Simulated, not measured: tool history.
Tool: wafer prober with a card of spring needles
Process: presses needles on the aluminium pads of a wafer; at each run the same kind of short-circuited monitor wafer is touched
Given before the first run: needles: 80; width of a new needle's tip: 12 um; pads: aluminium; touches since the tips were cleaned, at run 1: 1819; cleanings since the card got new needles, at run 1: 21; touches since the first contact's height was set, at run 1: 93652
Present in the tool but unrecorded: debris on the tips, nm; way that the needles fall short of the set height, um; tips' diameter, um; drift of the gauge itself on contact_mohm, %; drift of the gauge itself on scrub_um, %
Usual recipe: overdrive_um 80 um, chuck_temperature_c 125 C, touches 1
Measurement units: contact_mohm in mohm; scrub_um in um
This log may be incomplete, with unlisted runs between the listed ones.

run   hour  overdrive_um  chuck_temperature_c  touches  touches since the tips were cleaned  cleanings since the card got new needles  touches since the first contact's height was set  contact_mohm  scrub_um
  1    0.0            80                  125        1                                 1819                                        21                                             93652           274     10.12
       6.4  -- tips cleaned on abrasive film
  2    8.7            80                  125        1                                  830                                        22                                             96764           278     10.17
      18.0  -- tips cleaned on abrasive film
  3   18.7            80                  125        1                                  225                                        23                                            100339           277     10.13
      29.3  -- tips cleaned on abrasive film
  4   33.0            80                  125        2                                 1321                                        24                                            105482           271     10.10
      40.6  -- tips cleaned on abrasive film
  5   42.9            80                   66        2                                  840                                        25                                            109046           260     10.10
      52.1  -- tips cleaned on abrasive film
  6   57.0            80                   29        1                                 1781                                        26                                            114111           245     10.17
      63.0  -- tips cleaned on abrasive film
  7   65.2            75                   29        1                                  785                                        27                                            117048           244      9.52
      74.5  -- tips cleaned on abrasive film
  8   80.4            75                   29        1                                 2135                                        28                                            122534           247      9.44
      86.2  -- tips cleaned on abrasive film
  9   87.9            75                   70        1                                  630                                        29                                            125218           254      9.45
      97.5  -- tips cleaned on abrasive film
 10   99.3            75                   70        1                                  681                                        30                                            129314           262      9.46
     108.5  -- tips cleaned on abrasive film
 11  110.6            80                  125        2                                  769                                        31                                            133374           274     10.04
     119.4  -- tips cleaned on abrasive film
 12  121.4            80                  125        1                                  740                                        32                                            137241           271     10.14
 13  128.8            78                   55        3                                 3415                                        32                                            139916           252      9.76
     130.6  -- tips cleaned on abrasive film
 14  138.8            74                  125        1                                 2967                                        33                                            143507           270      9.27
     142.5  -- tips cleaned on abrasive film
     153.4  -- tips cleaned on abrasive film
 15  153.9            67                   60        1                                  198                                        35                                            148918           256      8.35
 16  163.4            70                  125        2                                 3607                                        35                                            152327           277      8.90
     164.9  -- tips cleaned on abrasive film
 17  173.6            91                  125        3                                 3146                                        36                                            156006           270     11.42
     175.9  -- tips cleaned on abrasive film
 18  186.4            74                   31        2                                 3815                                        37                                            160599           252      9.20
     187.2  -- tips cleaned on abrasive film
 19  197.2            84                  125        1                                 3625                                        38                                            164494           275     10.56
     198.4  -- tips cleaned on abrasive film
 20  207.5            80                  125        2                                 3293                                        39                                            168173           270     10.00
     209.5  -- tips cleaned on abrasive film
 21  220.1            80                  125        2                                 3842                                        40                                            172706           276      9.87
     221.1  -- tips cleaned on abrasive film
 22  227.7            68                  125        1                                 2367                                        41                                            175408           272      8.51
     233.1  -- tips cleaned on abrasive film
 23  240.2            68                  125        1                                 2566                                        42                                            179902           278      8.53
     244.7  -- tips cleaned on abrasive film
 24  250.1            69                   38        1                                 1969                                        43                                            183460           251      8.69

Here are 5 independent what-if runs from the current tool condition. What would each one return?
     255.9  -- tips cleaned on abrasive film
  A  263.8            97                   29        1                                 2877                                        44                                            188404             ?         ?
     255.9  -- tips cleaned on abrasive film
  B  263.8            69                   38        3                                 2877                                        44                                            188404             ?         ?
     255.9  -- tips cleaned on abrasive film
  C  263.8            80                  125        1                                 2877                                        44                                            188404             ?         ?
     255.9  -- tips cleaned on abrasive film
  D  263.8            61                   38        2                                 2877                                        44                                            188404             ?         ?
     255.9  -- tips cleaned on abrasive film
  E  263.8            69                   38        2                                 2877                                        44                                            188404             ?         ?

run  contact_mohm  scrub_um
  A           251     12.05
  B           250      8.57
  C           274      9.94
  D           249      7.60
  E           250      8.53
Take away the tool's hidden state, keep each run's random variation, and the runs would have read:
run  contact_mohm  scrub_um
  A           251     12.32
  B           250      8.77
  C           273     10.16
  D           248      7.77
  E           250      8.72
